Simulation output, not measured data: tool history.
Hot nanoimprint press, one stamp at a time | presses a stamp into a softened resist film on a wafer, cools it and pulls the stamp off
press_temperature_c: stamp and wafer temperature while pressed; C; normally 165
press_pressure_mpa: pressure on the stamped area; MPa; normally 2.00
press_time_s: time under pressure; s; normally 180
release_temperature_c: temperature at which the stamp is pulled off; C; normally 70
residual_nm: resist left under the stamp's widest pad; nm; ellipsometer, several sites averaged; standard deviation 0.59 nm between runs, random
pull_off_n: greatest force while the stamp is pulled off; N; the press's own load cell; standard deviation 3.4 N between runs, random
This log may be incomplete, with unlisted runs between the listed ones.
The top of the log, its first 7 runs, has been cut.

run,hour,press_temperature_c,press_pressure_mpa,press_time_s,release_temperature_c,residual_nm,pull_off_n
# hour 382.6: stamp cleaned and given a new release coat
8,383.3,165,2.00,180,70,94.5,186
# hour 391.2: plate thermocouple calibrated
9,457.6,165,2.00,180,70,96.7,203
10,515.2,165,2.00,180,70,98.6,202
11,565.6,165,2.00,180,63,98.3,224
12,636.8,165,2.00,180,63,98.2,230
# hour 668.1: stamp cleaned and given a new release coat
13,702.3,176,2.00,180,63,68.5,212
14,756.7,176,2.00,180,63,68.8,223
# hour 810.4: plate thermocouple calibrated, once more
15,831.1,176,2.00,180,63,63.7,216
16,897.9,168,2.00,180,70,81.1,220
# hour 953.3: stamp cleaned and given a new release coat
17,969.8,165,2.20,180,70,85.8,193
18,1028.3,165,2.20,180,70,86.3,200
19,1068.1,165,2.20,180,70,87.2,205
20,1119.7,165,1.35,180,58,108.2,231
21,1177.8,165,2.24,330,58,69.5,233
# hour 1216.1: press's hydraulic seals changed and the load cell set to zero
# hour 1244.0: stamp cleaned and given a new release coat
22,1253.3,156,2.04,190,70,118.8,190
23,1289.7,171,2.00,180,70,74.2,193
24,1339.5,177,2.00,125,67,70.2,205
25,1399.7,165,1.63,326,70,81.3,205
26,1436.1,165,1.36,180,74,108.4,207
27,1484.7,165,1.36,180,74,107.6,212
# hour 1525.5: stamp cleaned and given a new release coat
28,1550.6,165,1.36,130,74,121.3,185
29,1582.2,165,2.88,271,58,65.8,221
30,1620.0,173,2.88,271,74,49.5,187
31,1668.5,166,1.45,303,70,87.8,205

Predict each of these 3 candidate next runs independently; none follows another, all start after run 31:
A,1720.8,165,1.96,136,75,?,?
B,1720.8,165,2.00,252,70,?,?
C,1720.8,166,1.45,303,73,?,?

run,residual_nm,pull_off_n
A,104.0,207
B,82.5,219
C,87.7,215
Take away the tool's hidden state, keep each run's random variation, and the runs would have read:
run,residual_nm,pull_off_n
A,100.2,183
B,79.1,193
C,84.4,190

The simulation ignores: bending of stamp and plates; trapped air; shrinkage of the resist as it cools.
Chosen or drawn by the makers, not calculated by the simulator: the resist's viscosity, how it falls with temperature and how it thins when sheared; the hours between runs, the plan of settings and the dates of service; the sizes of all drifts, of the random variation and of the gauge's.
